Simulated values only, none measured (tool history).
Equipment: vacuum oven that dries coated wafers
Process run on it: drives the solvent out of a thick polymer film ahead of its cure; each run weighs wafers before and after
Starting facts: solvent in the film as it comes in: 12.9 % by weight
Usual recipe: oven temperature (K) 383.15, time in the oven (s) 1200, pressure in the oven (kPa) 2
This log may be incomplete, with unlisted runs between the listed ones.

run 1 day=0 | oven_temperature_(K)=383.15 time_in_the_oven_(s)=1200 pressure_in_the_oven_(kPa)=2 | solvent_left_in_the_film_(%)=2.15
run 2 day=0.571 | oven_temperature_(K)=383.15 time_in_the_oven_(s)=1200 pressure_in_the_oven_(kPa)=2 | solvent_left_in_the_film_(%)=2.17
run 3 day=1.092 | oven_temperature_(K)=383.15 time_in_the_oven_(s)=1200 pressure_in_the_oven_(kPa)=2 | solvent_left_in_the_film_(%)=2.13
run 4 day=1.667 | oven_temperature_(K)=383.15 time_in_the_oven_(s)=900 pressure_in_the_oven_(kPa)=2 | solvent_left_in_the_film_(%)=3.09
run 5 day=2.588 | oven_temperature_(K)=383.15 time_in_the_oven_(s)=900 pressure_in_the_oven_(kPa)=2 | solvent_left_in_the_film_(%)=3.07
run 6 day=3.162 | oven_temperature_(K)=383.15 time_in_the_oven_(s)=900 pressure_in_the_oven_(kPa)=2 | solvent_left_in_the_film_(%)=3.09
run 7 day=4.167 | oven_temperature_(K)=383.15 time_in_the_oven_(s)=1200 pressure_in_the_oven_(kPa)=2 | solvent_left_in_the_film_(%)=2.13
run 8 day=5.262 | oven_temperature_(K)=383.15 time_in_the_oven_(s)=1200 pressure_in_the_oven_(kPa)=2 | solvent_left_in_the_film_(%)=2.16
run 9 day=6.271 | oven_temperature_(K)=383.15 time_in_the_oven_(s)=1200 pressure_in_the_oven_(kPa)=2 | solvent_left_in_the_film_(%)=2.18
run 10 day=7.108 | oven_temperature_(K)=383.15 time_in_the_oven_(s)=1200 pressure_in_the_oven_(kPa)=2 | solvent_left_in_the_film_(%)=2.12
run 11 day=7.862 | oven_temperature_(K)=383.15 time_in_the_oven_(s)=1200 pressure_in_the_oven_(kPa)=2 | solvent_left_in_the_film_(%)=2.12
run 12 day=8.467 | oven_temperature_(K)=383.15 time_in_the_oven_(s)=1200 pressure_in_the_oven_(kPa)=2 | solvent_left_in_the_film_(%)=2.12
run 13 day=9.312 | oven_temperature_(K)=383.15 time_in_the_oven_(s)=1200 pressure_in_the_oven_(kPa)=2 | solvent_left_in_the_film_(%)=2.13
-- day=9.475 oven's thermocouples calibrated
run 14 day=9.883 | oven_temperature_(K)=383.15 time_in_the_oven_(s)=1200 pressure_in_the_oven_(kPa)=2 | solvent_left_in_the_film_(%)=2.12
run 15 day=10.579 | oven_temperature_(K)=383.15 time_in_the_oven_(s)=1200 pressure_in_the_oven_(kPa)=3.14 | solvent_left_in_the_film_(%)=2.27
run 16 day=11.517 | oven_temperature_(K)=383.15 time_in_the_oven_(s)=1440 pressure_in_the_oven_(kPa)=2 | solvent_left_in_the_film_(%)=1.61
run 17 day=12.204 | oven_temperature_(K)=383.15 time_in_the_oven_(s)=1200 pressure_in_the_oven_(kPa)=2 | solvent_left_in_the_film_(%)=2.14
run 18 day=13.188 | oven_temperature_(K)=383.15 time_in_the_oven_(s)=1200 pressure_in_the_oven_(kPa)=2 | solvent_left_in_the_film_(%)=2.13
run 19 day=14.183 | oven_temperature_(K)=383.15 time_in_the_oven_(s)=1200 pressure_in_the_oven_(kPa)=2 | solvent_left_in_the_film_(%)=2.1
run 20 day=15.35 | oven_temperature_(K)=383.15 time_in_the_oven_(s)=1200 pressure_in_the_oven_(kPa)=2 | solvent_left_in_the_film_(%)=2.11
-- day=16.592 oven's thermocouples calibrated, once more
run 21 day=16.604 | oven_temperature_(K)=383.15 time_in_the_oven_(s)=1200 pressure_in_the_oven_(kPa)=2 | solvent_left_in_the_film_(%)=2.3
run 22 day=17.604 | oven_temperature_(K)=383.15 time_in_the_oven_(s)=1200 pressure_in_the_oven_(kPa)=1.82 | solvent_left_in_the_film_(%)=2.24
run 23 day=18.592 | oven_temperature_(K)=383.15 time_in_the_oven_(s)=1200 pressure_in_the_oven_(kPa)=2 | solvent_left_in_the_film_(%)=2.28
run 24 day=19.254 | oven_temperature_(K)=381.15 time_in_the_oven_(s)=1200 pressure_in_the_oven_(kPa)=2 | solvent_left_in_the_film_(%)=2.7
run 25 day=20.367 | oven_temperature_(K)=381.15 time_in_the_oven_(s)=1200 pressure_in_the_oven_(kPa)=2 | solvent_left_in_the_film_(%)=2.73
run 26 day=21.388 | oven_temperature_(K)=383.15 time_in_the_oven_(s)=780 pressure_in_the_oven_(kPa)=2.69 | solvent_left_in_the_film_(%)=3.87
run 27 day=22.425 | oven_temperature_(K)=390.15 time_in_the_oven_(s)=720 pressure_in_the_oven_(kPa)=2 | solvent_left_in_the_film_(%)=2.49
run 28 day=23.071 | oven_temperature_(K)=396.15 time_in_the_oven_(s)=720 pressure_in_the_oven_(kPa)=2 | solvent_left_in_the_film_(%)=1.44
run 29 day=24.046 | oven_temperature_(K)=378.15 time_in_the_oven_(s)=720 pressure_in_the_oven_(kPa)=1.83 | solvent_left_in_the_film_(%)=5.22
run 30 day=25.192 | oven_temperature_(K)=393.15 time_in_the_oven_(s)=600 pressure_in_the_oven_(kPa)=6.29 | solvent_left_in_the_film_(%)=3.07
run 31 day=26.246 | oven_temperature_(K)=381.15 time_in_the_oven_(s)=1260 pressure_in_the_oven_(kPa)=2.95 | solvent_left_in_the_film_(%)=2.68
run 32 day=26.892 | oven_temperature_(K)=381.15 time_in_the_oven_(s)=1260 pressure_in_the_oven_(kPa)=2.95 | solvent_left_in_the_film_(%)=2.69
run 33 day=27.592 | oven_temperature_(K)=386.15 time_in_the_oven_(s)=660 pressure_in_the_oven_(kPa)=3.98 | solvent_left_in_the_film_(%)=3.96
run 34 day=28.721 | oven_temperature_(K)=393.15 time_in_the_oven_(s)=720 pressure_in_the_oven_(kPa)=3.03 | solvent_left_in_the_film_(%)=2.05
run 35 day=29.808 | oven_temperature_(K)=391.15 time_in_the_oven_(s)=660 pressure_in_the_oven_(kPa)=1.79 | solvent_left_in_the_film_(%)=2.55
run 36 day=30.767 | oven_temperature_(K)=383.15 time_in_the_oven_(s)=1200 pressure_in_the_oven_(kPa)=2.03 | solvent_left_in_the_film_(%)=2.25
run 37 day=31.279 | oven_temperature_(K)=384.15 time_in_the_oven_(s)=720 pressure_in_the_oven_(kPa)=1.85 | solvent_left_in_the_film_(%)=3.76
run 38 day=32.088 | oven_temperature_(K)=397.15 time_in_the_oven_(s)=780 pressure_in_the_oven_(kPa)=4.09 | solvent_left_in_the_film_(%)=1.38
run 39 day=32.575 | oven_temperature_(K)=397.15 time_in_the_oven_(s)=780 pressure_in_the_oven_(kPa)=4.09 | solvent_left_in_the_film_(%)=1.38
run 40 day=33.562 | oven_temperature_(K)=374.15 time_in_the_oven_(s)=1740 pressure_in_the_oven_(kPa)=3.9 | solvent_left_in_the_film_(%)=3.44
run 41 day=34.542 | oven_temperature_(K)=374.15 time_in_the_oven_(s)=1740 pressure_in_the_oven_(kPa)=3.9 | solvent_left_in_the_film_(%)=3.46
run 42 day=35.117 | oven_temperature_(K)=384.15 time_in_the_oven_(s)=900 pressure_in_the_oven_(kPa)=3.9 | solvent_left_in_the_film_(%)=3.29
run 43 day=36.012 | oven_temperature_(K)=384.15 time_in_the_oven_(s)=900 pressure_in_the_oven_(kPa)=3.9 | solvent_left_in_the_film_(%)=3.34
run 44 day=36.6 | oven_temperature_(K)=384.15 time_in_the_oven_(s)=900 pressure_in_the_oven_(kPa)=3.9 | solvent_left_in_the_film_(%)=3.31
run 45 day=37.212 | oven_temperature_(K)=384.15 time_in_the_oven_(s)=1080 pressure_in_the_oven_(kPa)=3.62 | solvent_left_in_the_film_(%)=2.63
run 46 day=38.146 | oven_temperature_(K)=384.15 time_in_the_oven_(s)=1080 pressure_in_the_oven_(kPa)=3.62 | solvent_left_in_the_film_(%)=2.66
run 47 day=38.992 | oven_temperature_(K)=383.15 time_in_the_oven_(s)=1860 pressure_in_the_oven_(kPa)=2.22 | solvent_left_in_the_film_(%)=1.17
run 48 day=39.767 | oven_temperature_(K)=378.15 time_in_the_oven_(s)=1860 pressure_in_the_oven_(kPa)=2.22 | solvent_left_in_the_film_(%)=2

Pick out some run-to-run changes in solvent left in the film (%). Of each, how much would a tool without hidden state show as well, from the settings, what came in and chance, and how much is left for the hidden state and any gauge scatter not in both results compared?
The tool's hidden condition here consists of: true wafer temperature over the reading, C; true pressure over the reading, kPa; drift of the gauge itself on solvent_pct, %.
Run 20 -> 21: oven's thermocouples calibrated, once more. solvent left in the film (%) +0.19: hidden state +0.18, all else +0.01.
Run 28 -> 29: oven temperature (K) 396.15 -> 378.15, pressure in the oven (kPa) 2 -> 1.83. solvent left in the film (%) +3.78: hidden state +0.05, all else +3.73.
Run 29 -> 30: oven temperature (K) 378.15 -> 393.15, time in the oven (s) 720 -> 600, pressure in the oven (kPa) 1.83 -> 6.29. solvent left in the film (%) -2.15: hidden state -0.02, all else -2.13.
Run 37 -> 38: oven temperature (K) 384.15 -> 397.15, time in the oven (s) 720 -> 780, pressure in the oven (kPa) 1.85 -> 4.09. solvent left in the film (%) -2.38: hidden state -0.05, all else -2.33.
Run 39 -> 40: oven temperature (K) 397.15 -> 374.15, time in the oven (s) 780 -> 1740, pressure in the oven (kPa) 4.09 -> 3.9. solvent left in the film (%) +2.06: hidden state +0.07, all else +1.99.

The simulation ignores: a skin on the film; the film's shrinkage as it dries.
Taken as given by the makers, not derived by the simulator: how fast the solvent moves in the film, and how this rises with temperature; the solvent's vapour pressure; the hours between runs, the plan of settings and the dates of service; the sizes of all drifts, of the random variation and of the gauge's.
